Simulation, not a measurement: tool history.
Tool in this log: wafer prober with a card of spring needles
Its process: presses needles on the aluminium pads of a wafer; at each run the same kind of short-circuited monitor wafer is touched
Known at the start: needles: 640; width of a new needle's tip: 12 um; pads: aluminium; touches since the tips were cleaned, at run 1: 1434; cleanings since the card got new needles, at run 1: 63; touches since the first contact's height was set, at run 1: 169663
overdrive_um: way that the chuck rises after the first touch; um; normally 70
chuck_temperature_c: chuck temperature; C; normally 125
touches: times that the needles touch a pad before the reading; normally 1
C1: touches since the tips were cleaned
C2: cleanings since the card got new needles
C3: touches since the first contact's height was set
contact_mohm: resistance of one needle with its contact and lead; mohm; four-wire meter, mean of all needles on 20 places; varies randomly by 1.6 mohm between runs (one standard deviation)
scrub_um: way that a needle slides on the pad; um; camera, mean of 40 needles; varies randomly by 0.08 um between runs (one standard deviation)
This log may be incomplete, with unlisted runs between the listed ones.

Run 1, hour 0.0: usual settings; C1 1434; C2 63; C3 169663. Result: contact_mohm 222 mohm, scrub_um 11.91 um.
At hour 4.0: tips cleaned on abrasive film.
At hour 11.3: tips cleaned on abrasive film.
Run 2, hour 13.8: usual settings; C1 852; C2 65; C3 174320. Result: contact_mohm 204 mohm, scrub_um 11.99 um.
At hour 19.7: tips cleaned on abrasive film.
Run 3, hour 26.0: usual settings; C1 2164; C2 66; C3 178494. Result: contact_mohm 245 mohm, scrub_um 11.89 um.
At hour 27.4: tips cleaned on abrasive film.
At hour 35.1: tips cleaned on abrasive film.
Run 4, hour 35.1: usual settings; C1 0; C2 68; C3 181532. Result: contact_mohm 170 mohm, scrub_um 12.08 um.
At hour 42.8: tips cleaned on abrasive film.
At hour 50.1: tips cleaned on abrasive film.
Run 5, hour 50.6: usual settings; C1 160; C2 70; C3 186790. Result: contact_mohm 173 mohm, scrub_um 11.72 um.
At hour 58.3: tips cleaned on abrasive film.
Run 6, hour 65.1: usual settings; C1 2329; C2 71; C3 191738. Result: contact_mohm 248 mohm, scrub_um 12.01 um.
At hour 66.0: tips cleaned on abrasive film.
At hour 74.1: tips cleaned on abrasive film.
At hour 81.5: tips cleaned on abrasive film.
Run 7, hour 81.5: usual settings; C1 23; C2 74; C3 197290. Result: contact_mohm 171 mohm, scrub_um 11.75 um.
At hour 89.1: tips cleaned on abrasive film.
Run 8, hour 90.0: usual settings; C1 308; C2 75; C3 200161. Result: contact_mohm 190 mohm, scrub_um 11.69 um.
At hour 96.8: tips cleaned on abrasive film.
At hour 104.6: tips cleaned on abrasive film.
Run 9, hour 107.5: usual settings but overdrive_um 76 um; C1 1021; C2 77; C3 206120. Result: contact_mohm 201 mohm, scrub_um 12.86 um.
At hour 112.4: tips cleaned on abrasive film.
Run 10, hour 117.0: usual settings but overdrive_um 82 um; C1 1571; C2 78; C3 209331. Result: contact_mohm 214 mohm, scrub_um 13.98 um.
At hour 119.9: tips cleaned on abrasive film.
Run 11, hour 125.2: usual settings; C1 1823; C2 79; C3 212116. Result: contact_mohm 242 mohm, scrub_um 11.57 um.
At hour 128.0: tips cleaned on abrasive film.
At hour 135.9: tips cleaned on abrasive film.
Run 12, hour 139.3: usual settings but touches 3; C1 1168; C2 81; C3 216886. Result: contact_mohm 183 mohm, scrub_um 11.80 um.
At hour 144.1: tips cleaned on abrasive film.
Run 13, hour 148.3: usual settings; C1 1444; C2 82; C3 219957. Result: contact_mohm 236 mohm, scrub_um 11.62 um.
At hour 151.8: tips cleaned on abrasive film.
At hour 159.5: tips cleaned on abrasive film.
Run 14, hour 165.3: usual settings; C1 2011; C2 84; C3 225725. Result: contact_mohm 245 mohm, scrub_um 11.76 um.
At hour 167.4: tips cleaned on abrasive film.
At hour 175.7: tips cleaned on abrasive film.
Run 15, hour 181.9: usual settings but overdrive_um 90 um; C1 2102; C2 86; C3 231338. Result: contact_mohm 213 mohm, scrub_um 15.52 um.
At hour 183.4: tips cleaned on abrasive film.
At hour 190.9: tips cleaned on abrasive film.
Run 16, hour 194.7: usual settings but overdrive_um 53 um, chuck_temperature_c 88 C; C1 1317; C2 88; C3 235677. Result: contact_mohm 294 mohm, scrub_um 8.42 um.
At hour 198.3: tips cleaned on abrasive film.
At hour 206.3: tips cleaned on abrasive film.
Run 17, hour 207.5: usual settings but overdrive_um 53 um, chuck_temperature_c 88 C; C1 428; C2 90; C3 240023. Result: contact_mohm 229 mohm, scrub_um 8.48 um.
At hour 210.7: height of the first contact set anew.
At hour 214.3: tips cleaned on abrasive film.
Run 18, hour 219.4: usual settings but overdrive_um 59 um, touches 2; C1 1748; C2 91; C3 2968. Result: contact_mohm 216 mohm, scrub_um 10.95 um.
At hour 221.5: tips cleaned on abrasive film.
At hour 229.4: tips cleaned on abrasive film.
Run 19, hour 231.2: usual settings but overdrive_um 64 um, chuck_temperature_c 39 C, touches 2; C1 605; C2 93; C3 6935. Result: contact_mohm 171 mohm, scrub_um 11.84 um.
At hour 236.6: tips cleaned on abrasive film.
Run 20, hour 241.2: usual settings but overdrive_um 64 um, chuck_temperature_c 39 C, touches 2; C1 1564; C2 94; C3 10339. Result: contact_mohm 197 mohm, scrub_um 11.88 um.
At hour 244.3: tips cleaned on abrasive film.
Run 21, hour 248.9: usual settings but overdrive_um 65 um, chuck_temperature_c 28 C, touches 2; C1 1578; C2 95; C3 12970. Result: contact_mohm 194 mohm, scrub_um 12.01 um.
At hour 252.2: tips cleaned on abrasive film.
At hour 260.4: tips cleaned on abrasive film.
Run 22, hour 262.4: usual settings but overdrive_um 65 um, chuck_temperature_c 28 C, touches 2; C1 661; C2 97; C3 17511. Result: contact_mohm 175 mohm, scrub_um 11.94 um.
At hour 268.1: tips cleaned on abrasive film.
Run 23, hour 270.5: usual settings but overdrive_um 56 um, chuck_temperature_c 37 C; C1 827; C2 98; C3 20293. Result: contact_mohm 229 mohm, scrub_um 10.30 um.
At hour 276.0: tips cleaned on abrasive film.
At hour 283.8: tips cleaned on abrasive film.
Run 24, hour 287.1: usual settings but overdrive_um 56 um, chuck_temperature_c 37 C; C1 1114; C2 100; C3 25893. Result: contact_mohm 245 mohm, scrub_um 10.19 um.
At hour 291.7: tips cleaned on abrasive film.
At hour 300.0: tips cleaned on abrasive film.
Run 25, hour 300.9: usual settings but overdrive_um 51 um, chuck_temperature_c 32 C; C1 310; C2 102; C3 30592. Result: contact_mohm 208 mohm, scrub_um 9.37 um.
At hour 307.5: tips cleaned on abrasive film.
Run 26, hour 310.6: usual settings but overdrive_um 51 um, chuck_temperature_c 32 C; C1 1046; C2 103; C3 33867. Result: contact_mohm 260 mohm, scrub_um 9.26 um.
At hour 315.8: tips cleaned on abrasive film.
Run 27, hour 320.3: usual settings but overdrive_um 75 um, chuck_temperature_c 88 C; C1 1576; C2 104; C3 37191. Result: contact_mohm 213 mohm, scrub_um 13.75 um.
At hour 323.7: tips cleaned on abrasive film.
At hour 331.2: tips cleaned on abrasive film.
Run 28, hour 337.1: usual settings but overdrive_um 84 um, chuck_temperature_c 74 C; C1 2045; C2 106; C3 42886. Result: contact_mohm 208 mohm, scrub_um 15.27 um.
At hour 338.7: tips cleaned on abrasive film.
At hour 346.0: tips cleaned on abrasive film.
Run 29, hour 349.6: usual settings but overdrive_um 67 um, chuck_temperature_c 74 C; C1 1222; C2 108; C3 47097. Result: contact_mohm 218 mohm, scrub_um 12.17 um.
At hour 353.6: tips cleaned on abrasive film.
At hour 360.9: tips cleaned on abrasive film.
Run 30, hour 363.6: usual settings but overdrive_um 67 um, chuck_temperature_c 29 C; C1 926; C2 110; C3 51854. Result: contact_mohm 214 mohm, scrub_um 12.17 um.

Hidden state at the last listed run before each entry between runs and at the first one after, where it differs:
Logged between run 1 and run 2: tips cleaned on abrasive film (hour 4.0); tips cleaned on abrasive film (hour 11.3)
  debris on the tips, nm: 41.7 -> 27.8; way that the needles fall short of the set height, um: 5.29 -> 5.48; tips' diameter, um: 13.85 -> 13.92
  the result without the hidden state subtracted from the measured one, contact_mohm: +70 -> +50 mohm; scrub_um: -0.98 -> -1.01 um
Logged between run 2 and run 3: tips cleaned on abrasive film (hour 19.7)
  debris on the tips, nm: 27.8 -> 52.7; way that the needles fall short of the set height, um: 5.48 -> 5.56; tips' diameter, um: 13.92 -> 13.95
  the result without the hidden state subtracted from the measured one, contact_mohm: +50 -> +89 mohm; scrub_um: -1.01 -> -1.03 um
Logged between run 3 and run 4: tips cleaned on abrasive film (hour 27.4); tips cleaned on abrasive film (hour 35.1)
  debris on the tips, nm: 52.7 -> 5.5; way that the needles fall short of the set height, um: 5.56 -> 5.72; tips' diameter, um: 13.95 -> 14
  the result without the hidden state subtracted from the measured one, contact_mohm: +89 -> +14 mohm; scrub_um: -1.03 -> -1.08 um
Logged between run 4 and run 5: tips cleaned on abrasive film (hour 42.8); tips cleaned on abrasive film (hour 50.1)
  debris on the tips, nm: 5.5 -> 7.9; way that the needles fall short of the set height, um: 5.72 -> 5.85; tips' diameter, um: 14 -> 14.05
  the result without the hidden state subtracted from the measured one, contact_mohm: +14 -> +19 mohm; scrub_um: -1.08 -> -1.07 um
Logged between run 5 and run 6: tips cleaned on abrasive film (hour 58.3)
  debris on the tips, nm: 7.9 -> 55.1; way that the needles fall short of the set height, um: 5.85 -> 5.93; tips' diameter, um: 14.05 -> 14.08
  the result without the hidden state subtracted from the measured one, contact_mohm: +19 -> +94 mohm; scrub_um: -1.07 -> -1.10 um
Logged between run 6 and run 7: tips cleaned on abrasive film (hour 66.0); tips cleaned on abrasive film (hour 74.1); tips cleaned on abrasive film (hour 81.5)
  debris on the tips, nm: 55.1 -> 5; way that the needles fall short of the set height, um: 5.93 -> 6.19; tips' diameter, um: 14.08 -> 14.17
  the result without the hidden state subtracted from the measured one, contact_mohm: +94 -> +14 mohm; scrub_um: -1.10 -> -1.15 um
Logged between run 7 and run 8: tips cleaned on abrasive film (hour 89.1)
  debris on the tips, nm: 5 -> 17.3; way that the needles fall short of the set height, um: 6.19 -> 6.27; tips' diameter, um: 14.17 -> 14.19
  the result without the hidden state subtracted from the measured one, contact_mohm: +14 -> +35 mohm; scrub_um: -1.15 -> -1.15 um
Logged between run 8 and run 9: tips cleaned on abrasive film (hour 96.8); tips cleaned on abrasive film (hour 104.6)
  debris on the tips, nm: 17.3 -> 29.4; way that the needles fall short of the set height, um: 6.27 -> 6.43; tips' diameter, um: 14.19 -> 14.25
  the result without the hidden state subtracted from the measured one, contact_mohm: +35 -> +48 mohm; scrub_um: -1.15 -> -1.18 um
Logged between run 9 and run 10: tips cleaned on abrasive film (hour 112.4)
  debris on the tips, nm: 29.4 -> 46.3; way that the needles fall short of the set height, um: 6.43 -> 6.52; tips' diameter, um: 14.25 -> 14.28
  the result without the hidden state subtracted from the measured one, contact_mohm: +48 -> +63 mohm; scrub_um: -1.18 -> -1.21 um
Logged between run 10 and run 11: tips cleaned on abrasive film (hour 119.9)
  debris on the tips, nm: 46.3 -> 48.3; way that the needles fall short of the set height, um: 6.52 -> 6.58; tips' diameter, um: 14.28 -> 14.3
  the result without the hidden state subtracted from the measured one, contact_mohm: +63 -> +88 mohm; scrub_um: -1.21 -> -1.21 um
Logged between run 11 and run 12: tips cleaned on abrasive film (hour 128.0); tips cleaned on abrasive film (hour 135.9)
  debris on the tips, nm: 48.3 -> 33.7; way that the needles fall short of the set height, um: 6.58 -> 6.72; tips' diameter, um: 14.3 -> 14.35
  the result without the hidden state subtracted from the measured one, contact_mohm: +88 -> +27 mohm; scrub_um: -1.21 -> -1.24 um
Logged between run 12 and run 13: tips cleaned on abrasive film (hour 144.1)
  debris on the tips, nm: 33.7 -> 41.6; way that the needles fall short of the set height, um: 6.72 -> 6.82; tips' diameter, um: 14.35 -> 14.39
  the result without the hidden state subtracted from the measured one, contact_mohm: +27 -> +80 mohm; scrub_um: -1.24 -> -1.26 um
Logged between run 13 and run 14: tips cleaned on abrasive film (hour 151.8); tips cleaned on abrasive film (hour 159.5)
  debris on the tips, nm: 41.6 -> 48.5; way that the needles fall short of the set height, um: 6.82 -> 6.97; tips' diameter, um: 14.39 -> 14.44
  the result without the hidden state subtracted from the measured one, contact_mohm: +80 -> +91 mohm; scrub_um: -1.26 -> -1.29 um
Logged between run 14 and run 15: tips cleaned on abrasive film (hour 167.4); tips cleaned on abrasive film (hour 175.7)
  debris on the tips, nm: 48.5 -> 51.8; way that the needles fall short of the set height, um: 6.97 -> 7.16; tips' diameter, um: 14.44 -> 14.51
  the result without the hidden state subtracted from the measured one, contact_mohm: +91 -> +61 mohm; scrub_um: -1.29 -> -1.34 um
Logged between run 15 and run 16: tips cleaned on abrasive film (hour 183.4); tips cleaned on abrasive film (hour 190.9)
  debris on the tips, nm: 51.8 -> 39; way that the needles fall short of the set height, um: 7.16 -> 7.33; tips' diameter, um: 14.51 -> 14.56
  the result without the hidden state subtracted from the measured one, contact_mohm: +61 -> +141 mohm; scrub_um: -1.34 -> -1.35 um
Logged between run 16 and run 17: tips cleaned on abrasive film (hour 198.3); tips cleaned on abrasive film (hour 206.3)
  debris on the tips, nm: 39 -> 19.6; way that the needles fall short of the set height, um: 7.33 -> 7.51; tips' diameter, um: 14.56 -> 14.63
  the result without the hidden state subtracted from the measured one, contact_mohm: +141 -> +77 mohm; scrub_um: -1.35 -> -1.40 um
Logged between run 17 and run 18: height of the first contact set anew (hour 210.7); tips cleaned on abrasive film (hour 214.3)
  debris on the tips, nm: 19.6 -> 46.6; way that the needles fall short of the set height, um: 7.51 -> 0.06; tips' diameter, um: 14.63 -> 14.65
  the result without the hidden state subtracted from the measured one, contact_mohm: +77 -> +60 mohm; scrub_um: -1.40 -> -0.02 um
Logged between run 18 and run 19: tips cleaned on abrasive film (hour 221.5); tips cleaned on abrasive film (hour 229.4)
  debris on the tips, nm: 46.6 -> 21.9; way that the needles fall short of the set height, um: 0.06 -> 0.26; tips' diameter, um: 14.65 -> 14.72
  the result without the hidden state subtracted from the measured one, contact_mohm: +60 -> +31 mohm; scrub_um: -0.02 -> -0.04 um
Logged between run 19 and run 20: tips cleaned on abrasive film (hour 236.6)
  debris on the tips, nm: 21.9 -> 43.2; way that the needles fall short of the set height, um: 0.26 -> 0.31; tips' diameter, um: 14.72 -> 14.74
  the result without the hidden state subtracted from the measured one, contact_mohm: +31 -> +57 mohm; scrub_um: -0.04 -> -0.06 um
Logged between run 20 and run 21: tips cleaned on abrasive film (hour 244.3)
  debris on the tips, nm: 43.2 -> 41.5; way that the needles fall short of the set height, um: 0.31 -> 0.39; tips' diameter, um: 14.74 -> 14.77
  the result without the hidden state subtracted from the measured one, contact_mohm: +57 -> +54 mohm; scrub_um: -0.06 -> -0.07 um
Logged between run 21 and run 22: tips cleaned on abrasive film (hour 252.2); tips cleaned on abrasive film (hour 260.4)
  debris on the tips, nm: 41.5 -> 27.2; way that the needles fall short of the set height, um: 0.39 -> 0.55; tips' diameter, um: 14.77 -> 14.82
  the result without the hidden state subtracted from the measured one, contact_mohm: +54 -> +38 mohm; scrub_um: -0.07 -> -0.11 um
Logged between run 22 and run 23: tips cleaned on abrasive film (hour 268.1)
  debris on the tips, nm: 27.2 -> 30.9; way that the needles fall short of the set height, um: 0.55 -> 0.63; tips' diameter, um: 14.82 -> 14.85
  the result without the hidden state subtracted from the measured one, contact_mohm: +38 -> +86 mohm; scrub_um: -0.11 -> -0.12 um
Logged between run 23 and run 24: tips cleaned on abrasive film (hour 276.0); tips cleaned on abrasive film (hour 283.8)
  debris on the tips, nm: 30.9 -> 34.7; way that the needles fall short of the set height, um: 0.63 -> 0.76; tips' diameter, um: 14.85 -> 14.9
  the result without the hidden state subtracted from the measured one, contact_mohm: +86 -> +100 mohm; scrub_um: -0.12 -> -0.14 um
Logged between run 24 and run 25: tips cleaned on abrasive film (hour 291.7); tips cleaned on abrasive film (hour 300.0)
  debris on the tips, nm: 34.7 -> 17.2; way that the needles fall short of the set height, um: 0.76 -> 0.91; tips' diameter, um: 14.9 -> 14.95
  the result without the hidden state subtracted from the measured one, contact_mohm: +100 -> +62 mohm; scrub_um: -0.14 -> -0.17 um
Logged between run 25 and run 26: tips cleaned on abrasive film (hour 307.5)
  debris on the tips, nm: 17.2 -> 32.3; way that the needles fall short of the set height, um: 0.91 -> 0.99; tips' diameter, um: 14.95 -> 14.98
  the result without the hidden state subtracted from the measured one, contact_mohm: +62 -> +113 mohm; scrub_um: -0.17 -> -0.19 um
Logged between run 26 and run 27: tips cleaned on abrasive film (hour 315.8)
  debris on the tips, nm: 32.3 -> 43.5; way that the needles fall short of the set height, um: 0.99 -> 1.06; tips' diameter, um: 14.98 -> 15
  the result without the hidden state subtracted from the measured one, contact_mohm: +113 -> +68 mohm; scrub_um: -0.19 -> -0.20 um
Logged between run 27 and run 28: tips cleaned on abrasive film (hour 323.7); tips cleaned on abrasive film (hour 331.2)
  debris on the tips, nm: 43.5 -> 51.1; way that the needles fall short of the set height, um: 1.06 -> 1.23; tips' diameter, um: 15 -> 15.06
  the result without the hidden state subtracted from the measured one, contact_mohm: +68 -> +67 mohm; scrub_um: -0.20 -> -0.23 um
Logged between run 28 and run 29: tips cleaned on abrasive film (hour 338.7); tips cleaned on abrasive film (hour 346.0)
  debris on the tips, nm: 51.1 -> 35.5; way that the needles fall short of the set height, um: 1.23 -> 1.39; tips' diameter, um: 15.06 -> 15.11
  the result without the hidden state subtracted from the measured one, contact_mohm: +67 -> +73 mohm; scrub_um: -0.23 -> -0.26 um
Logged between run 29 and run 30: tips cleaned on abrasive film (hour 353.6); tips cleaned on abrasive film (hour 360.9)
  debris on the tips, nm: 35.5 -> 33.8; way that the needles fall short of the set height, um: 1.39 -> 1.56; tips' diameter, um: 15.11 -> 15.18
  the result without the hidden state subtracted from the measured one, contact_mohm: +73 -> +75 mohm; scrub_um: -0.26 -> -0.29 um
